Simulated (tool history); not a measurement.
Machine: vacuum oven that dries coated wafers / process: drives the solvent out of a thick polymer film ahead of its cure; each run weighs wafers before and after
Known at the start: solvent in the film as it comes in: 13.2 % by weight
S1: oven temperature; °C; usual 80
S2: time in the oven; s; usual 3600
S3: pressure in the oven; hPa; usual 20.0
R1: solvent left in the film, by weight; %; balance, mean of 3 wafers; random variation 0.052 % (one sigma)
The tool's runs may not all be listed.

run     day  S1    S2    S3    R1
  1   0.000  80  3600  20.0  2.06
  2   1.388  80  3600  22.0  2.06
  3   3.792  80  3600  22.0  2.08
  4   5.529  80  3600  22.0  2.12
  5   7.325  80  3600  20.0  2.06
  6   8.608  80  3600  20.0  2.10
  7  10.229  80  3600  20.0  2.12
  8  12.150  85  3600  20.0  1.44
  9  13.404  80  2880  20.0  2.50
     15.154  -- oven's thermocouples calibrated
 10  15.154  80  2880  20.0  1.99
 11  16.350  80  3600  20.0  1.63
 12  17.808  80  3600  20.0  1.69
 13  19.317  80  3600  20.0  1.73
 14  20.904  80  3600  20.0  1.71
 15  23.071  80  3120  32.4  2.52
 16  25.096  81  2760  32.4  2.56
     25.329  -- vacuum gauge cleaned of residue and calibrated
 17  26.762  66  2760  60.8  8.50
 18  28.675  87  3120  12.9  0.87
 19  30.304  84  1860  15.9  2.46
 20  33.096  89  3780  20.0  1.09
 21  35.292  91  3600  20.0  0.87

What will run 22 give?
 22  37.700  83  5520  42.5   ?

R1: 2.40 %
With no hidden state in the tool, this same run would have given R1 2.07 %.
